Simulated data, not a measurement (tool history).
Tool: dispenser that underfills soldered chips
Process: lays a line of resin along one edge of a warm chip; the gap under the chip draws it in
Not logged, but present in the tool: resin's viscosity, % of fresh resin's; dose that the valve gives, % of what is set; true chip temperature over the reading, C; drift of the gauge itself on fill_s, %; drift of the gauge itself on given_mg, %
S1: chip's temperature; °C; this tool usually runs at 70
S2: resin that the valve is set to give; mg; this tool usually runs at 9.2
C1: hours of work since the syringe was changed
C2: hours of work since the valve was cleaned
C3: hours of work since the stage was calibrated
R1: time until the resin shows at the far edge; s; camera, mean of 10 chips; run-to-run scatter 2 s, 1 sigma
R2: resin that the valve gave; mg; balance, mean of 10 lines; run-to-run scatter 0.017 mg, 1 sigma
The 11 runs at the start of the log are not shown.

run	hour	S1	S2	C1	C2	C3	R1	R2
12	51.8	85	9.2	10	37	219	277.1	8.84
# hour 52.7: new syringe of resin
13	55.3	85	9.2	2	40	221	133	8.85
14	58.3	81	9.2	4	42	223	183.5	8.82
# hour 60.9: dispensing valve cleaned and set on the balance
15	64.3	70	10.78	8	3	227	374.9	10.75
# hour 67.8: new syringe of resin
16	68.6	70	10.78	1	6	230	196.8	10.68
17	72.3	70	10.78	3	8	233	253.1	10.68
18	75.6	70	10.71	6	11	236	313.2	10.6
19	79.7	70	10.76	9	14	239	404.5	10.62
# hour 82.1: new syringe of resin
20	85.6	64	8.82	3	18	243	299	8.64
21	89.4	56	11.3	6	21	246	511	11.06
22	94.9	56	11.3	10	25	250	732.3	11.06
# hour 96.4: new syringe of resin
23	98.7	56	11.3	2	28	252	368.7	11
24	102.4	84	9.55	5	31	255	173.5	9.28
25	108.5	73	9.2	9	35	260	380.6	8.89
# hour 110.4: new syringe of resin
26	112.1	56	10.32	1	38	262	359.7	9.93
27	114.8	56	10.32	3	40	264	423.4	9.93
# hour 120.3: dispensing valve cleaned and set on the balance
28	121.7	56	10.32	8	1	269	622.1	10.31
# hour 125.6: new syringe of resin
29	128.4	67	8.9	2	6	274	256.1	8.84
30	134.7	84	9.2	7	11	278	207.8	9.13
# hour 139.7: new syringe of resin
31	140.1	84	9.2	0	14	282	116.1	9.08
32	145.2	83	10.77	4	18	286	167.1	10.6
33	150.3	83	10.77	8	22	290	240.7	10.57

Run 34, settings as shown, results not yet in. Your forecast:
# hour 153.9: new syringe of resin
34	156.4	64	7.84	2	27	294	?	?

{"run 34": {"R1": 289.3, "R2": 7.71}}
The same run, on a tool lacking any hidden state, would have yielded R1 254.2 s, R2 7.9 mg.
